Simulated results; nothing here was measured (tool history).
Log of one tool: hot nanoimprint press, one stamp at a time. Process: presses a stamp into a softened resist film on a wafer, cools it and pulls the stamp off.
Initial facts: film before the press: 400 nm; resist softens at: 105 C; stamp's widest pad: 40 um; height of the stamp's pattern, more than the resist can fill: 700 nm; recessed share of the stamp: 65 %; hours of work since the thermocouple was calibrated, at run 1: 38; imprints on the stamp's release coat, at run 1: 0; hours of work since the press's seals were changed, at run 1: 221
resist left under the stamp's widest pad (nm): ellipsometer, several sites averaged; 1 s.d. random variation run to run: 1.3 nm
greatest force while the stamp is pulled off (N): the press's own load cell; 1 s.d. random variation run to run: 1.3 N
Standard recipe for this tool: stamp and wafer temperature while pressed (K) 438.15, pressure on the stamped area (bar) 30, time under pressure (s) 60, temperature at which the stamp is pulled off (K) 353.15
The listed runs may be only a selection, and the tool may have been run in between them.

run    day  stamp and wafer temperature while pressed (K)  pressure on the stamped area (bar)  time under pressure (s)  temperature at which the stamp is pulled off (K)  hours of work since the thermocouple was calibrated  imprints on the stamp's release coat  hours of work since the press's seals were changed  resist left under the stamp's widest pad (nm)  greatest force while the stamp is pulled off (N)
  1      0                                         438.15                                  30                       60                                            353.15                                                   38                                     0                                                 221                                          204.1                                               134
  2  0.412                                         438.15                                  30                       60                                            353.15                                                   42                                    18                                                 226                                          206.8                                               134
  3  0.908                                         438.15                                  30                       60                                            353.15                                                   48                                    39                                                 231                                          203.5                                               134
  4  1.162                                         438.15                                  30                       60                                            353.15                                                   50                                    49                                                 234                                          206.5                                               135
  5   1.55                                         438.15                                  30                       60                                            353.15                                                   55                                    66                                                 238                                          207.8                                               133
  6   1.85                                         438.15                                  30                       60                                            353.15                                                   58                                    79                                                 241                                          206.4                                               133
  7  2.454                                         438.15                                  30                       60                                            353.15                                                   64                                   104                                                 248                                          205.9                                               136
  8  2.958                                         438.15                                  30                       34                                            353.15                                                   70                                   126                                                 253                                          249.5                                               134
  9  3.358                                         438.15                                24.3                       60                                            353.15                                                   74                                   143                                                 258                                            221                                               139
 10  3.762                                         438.15                                24.3                       60                                            353.15                                                   78                                   160                                                 262                                          222.5                                               136
 11  4.233                                         438.15                                24.3                       60                                            353.15                                                   83                                   180                                                 267                                          224.1                                               136
 12  4.712                                         435.15                                18.1                      104                                            353.15                                                   88                                   200                                                 272                                          239.2                                               136
 13  5.004                                         435.15                                18.1                      119                                            341.15                                                   92                                   212                                                 275                                            230                                               160
 14  5.329                                         435.15                                18.1                      119                                            341.15                                                   95                                   226                                                 279                                          231.1                                               158
 15  5.812                                         449.15                                37.4                       60                                            352.15                                                  100                                   247                                                 284                                           99.5                                               140
 16  6.362                                         433.15                                  30                      105                                            353.15                                                  106                                   270                                                 290                                          224.6                                               138
 17   6.65                                         433.15                                  30                      105                                            353.15                                                  109                                   282                                                 293                                          223.6                                               138
 18  7.208                                         431.15                                38.4                      104                                            355.15                                                  115                                   306                                                 299                                          233.6                                               137
 19  7.667                                         431.15                                35.2                      104                                            359.15                                                  120                                   325                                                 304                                          236.8                                               127
 20  7.925                                         431.15                                35.2                      104                                            359.15                                                  123                                   336                                                 307                                          238.8                                               127
 21  8.379                                         438.15                                37.2                       45                                            353.15                                                  128                                   356                                                 311                                            214                                               136

Some steps in resist left under the stamp's widest pad (nm), run to run, broken into two amounts with sign: the step expected even without the hidden condition (settings, incoming material, random variation), and the rest, left for the hidden condition together with whatever gauge scatter is not in both the measured and the hidden-condition-free result:
The hidden state here: true temperature over the reading, C; pressure that arrives at the usual setting, %; grip of the stamp's worn release coat, % over a new coat's; drift of the gauge itself on residual_nm, %; drift of the gauge itself on pull_off_n, %.
Run 14 -> 15: stamp and wafer temperature while pressed (K) 435.15 -> 449.15, pressure on the stamped area (bar) 18.1 -> 37.4, time under pressure (s) 119 -> 60, temperature at which the stamp is pulled off (K) 341.15 -> 352.15. resist left under the stamp's widest pad (nm) -131.6: hidden state -2.5, all else -129.1.
Run 15 -> 16: stamp and wafer temperature while pressed (K) 449.15 -> 433.15, pressure on the stamped area (bar) 37.4 -> 30, time under pressure (s) 60 -> 105, temperature at which the stamp is pulled off (K) 352.15 -> 353.15. resist left under the stamp's widest pad (nm) +125.1: hidden state +3.7, all else +121.4.
